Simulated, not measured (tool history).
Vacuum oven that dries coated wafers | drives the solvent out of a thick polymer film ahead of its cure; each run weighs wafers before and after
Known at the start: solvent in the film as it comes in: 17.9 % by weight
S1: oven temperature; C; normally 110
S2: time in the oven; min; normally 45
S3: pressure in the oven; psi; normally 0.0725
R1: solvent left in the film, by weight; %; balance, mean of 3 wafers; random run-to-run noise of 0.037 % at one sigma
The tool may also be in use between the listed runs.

| run | day | S1 | S2 | S3 | R1 |
|---|---|---|---|---|---|
| 1 | 0 | 110 | 45 | 0.0725 | 3.18 |
| 2 | 1.971 | 110 | 45 | 0.0725 | 3.2 |
| 3 | 3.729 | 110 | 45 | 0.0838 | 3.28 |
|  | 5.342 | oven's thermocouples calibrated |
| 4 | 6.3 | 97 | 45 | 0.0725 | 5.78 |
| 5 | 8.25 | 97 | 45 | 0.0725 | 5.88 |
| 6 | 9.692 | 97 | 45 | 0.0725 | 5.91 |
| 7 | 11.088 | 110 | 45 | 0.2798 | 4.01 |
| 8 | 13.554 | 115 | 44 | 0.1339 | 2.75 |
| 9 | 16.117 | 115 | 44 | 0.1339 | 2.67 |
| 10 | 18.379 | 115 | 44 | 0.1339 | 2.66 |
| 11 | 19.875 | 113 | 32 | 0.0577 | 4.23 |

Predict each of these 3 candidate next runs independently; none follows another, all start after run 11:
| A | 22.742 | 110 | 50 | 0.1688 | ? |
| B | 22.742 | 113 | 64 | 0.0577 | ? |
| C | 22.742 | 123 | 36 | 0.1826 | ? |

| run | R1 |
|---|---|
| A | 3.11 |
| B | 1.35 |
| C | 2.34 |
Had the tool no hidden state, the same runs would have come out as:
| run | R1 |
|---|---|
| A | 3.11 |
| B | 1.35 |
| C | 2.34 |
